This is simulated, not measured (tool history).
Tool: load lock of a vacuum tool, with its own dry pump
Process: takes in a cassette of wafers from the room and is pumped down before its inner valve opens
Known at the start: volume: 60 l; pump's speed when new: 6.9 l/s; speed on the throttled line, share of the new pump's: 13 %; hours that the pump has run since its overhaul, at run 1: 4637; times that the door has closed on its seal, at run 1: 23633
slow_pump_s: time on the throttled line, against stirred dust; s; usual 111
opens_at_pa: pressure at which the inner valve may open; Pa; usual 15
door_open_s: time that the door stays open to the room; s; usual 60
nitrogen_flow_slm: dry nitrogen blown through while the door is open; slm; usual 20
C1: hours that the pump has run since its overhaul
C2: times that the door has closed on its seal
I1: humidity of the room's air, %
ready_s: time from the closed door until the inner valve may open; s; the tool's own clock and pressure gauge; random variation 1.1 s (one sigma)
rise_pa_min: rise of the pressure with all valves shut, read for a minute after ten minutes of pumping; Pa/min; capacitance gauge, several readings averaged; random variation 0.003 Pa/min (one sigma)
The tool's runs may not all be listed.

run 1 hour=0.0 | slow_pump_s=111 opens_at_pa=15 door_open_s=60 nitrogen_flow_slm=20 | C1=4637 C2=23633 | I1=44.7 | ready_s=180.6 rise_pa_min=0.174
run 2 hour=406.1 | slow_pump_s=111 opens_at_pa=15 door_open_s=60 nitrogen_flow_slm=20 | C1=5043 C2=25025 | I1=43.8 | ready_s=178.6 rise_pa_min=0.186
run 3 hour=930.9 | slow_pump_s=111 opens_at_pa=23 door_open_s=60 nitrogen_flow_slm=20 | C1=5568 C2=26824 | I1=45.2 | ready_s=176.3 rise_pa_min=0.201
run 4 hour=1317.0 | slow_pump_s=111 opens_at_pa=15 door_open_s=60 nitrogen_flow_slm=7 | C1=5954 C2=28147 | I1=43.8 | ready_s=180.4 rise_pa_min=0.222
run 5 hour=1673.8 | slow_pump_s=111 opens_at_pa=15 door_open_s=154 nitrogen_flow_slm=20 | C1=6311 C2=29370 | I1=43.8 | ready_s=181.0 rise_pa_min=0.231
run 6 hour=2302.8 | slow_pump_s=118 opens_at_pa=15 door_open_s=60 nitrogen_flow_slm=20 | C1=6940 C2=31526 | I1=45.3 | ready_s=188.4 rise_pa_min=0.249
run 7 hour=2865.5 | slow_pump_s=118 opens_at_pa=15 door_open_s=60 nitrogen_flow_slm=20 | C1=7503 C2=33455 | I1=40.3 | ready_s=188.7 rise_pa_min=0.265
-- hour=3387.7 door's seal changed, seat wiped
run 8 hour=3405.1 | slow_pump_s=111 opens_at_pa=15 door_open_s=224 nitrogen_flow_slm=7 | C1=8041 C2=59 | I1=46.8 | ready_s=183.8 rise_pa_min=0.051
run 9 hour=3925.3 | slow_pump_s=111 opens_at_pa=15 door_open_s=224 nitrogen_flow_slm=7 | C1=8561 C2=1842 | I1=47.3 | ready_s=187.5 rise_pa_min=0.048
run 10 hour=4355.1 | slow_pump_s=111 opens_at_pa=19 door_open_s=224 nitrogen_flow_slm=20 | C1=8991 C2=3315 | I1=42.5 | ready_s=180.4 rise_pa_min=0.041
run 11 hour=4970.3 | slow_pump_s=111 opens_at_pa=13 door_open_s=46 nitrogen_flow_slm=15 | C1=9606 C2=5424 | I1=46.3 | ready_s=189.0 rise_pa_min=0.031
run 12 hour=5435.0 | slow_pump_s=111 opens_at_pa=13 door_open_s=46 nitrogen_flow_slm=15 | C1=10071 C2=7017 | I1=43.1 | ready_s=190.6 rise_pa_min=0.044

5 ways to go on from here, each from the tool as it stands after run 12. What would each give?
run A hour=5745.6 | slow_pump_s=111 opens_at_pa=15 door_open_s=32 nitrogen_flow_slm=20 | C1=10381 C2=8081 | I1=47.1 | ready_s=? rise_pa_min=?
run B hour=5745.6 | slow_pump_s=81 opens_at_pa=15 door_open_s=29 nitrogen_flow_slm=8 | C1=10381 C2=8081 | I1=44.2 | ready_s=? rise_pa_min=?
run C hour=5745.6 | slow_pump_s=132 opens_at_pa=13 door_open_s=46 nitrogen_flow_slm=13 | C1=10381 C2=8081 | I1=44.0 | ready_s=? rise_pa_min=?
run D hour=5745.6 | slow_pump_s=111 opens_at_pa=13 door_open_s=46 nitrogen_flow_slm=15 | C1=10381 C2=8081 | I1=44.7 | ready_s=? rise_pa_min=?
run E hour=5745.6 | slow_pump_s=145 opens_at_pa=15 door_open_s=60 nitrogen_flow_slm=20 | C1=10381 C2=8081 | I1=44.7 | ready_s=? rise_pa_min=?

run=A ready_s=186.6 rise_pa_min=0.043
run=B ready_s=161.9 rise_pa_min=0.045
run=C ready_s=206.9 rise_pa_min=0.049
run=D ready_s=188.5 rise_pa_min=0.046
run=E ready_s=217.1 rise_pa_min=0.046
Without the tool's hidden state the same runs would have given:
run=A ready_s=173.5 rise_pa_min=0.015
run=B ready_s=147.9 rise_pa_min=0.018
run=C ready_s=194.2 rise_pa_min=0.022
run=D ready_s=175.1 rise_pa_min=0.019
run=E ready_s=204.8 rise_pa_min=0.018
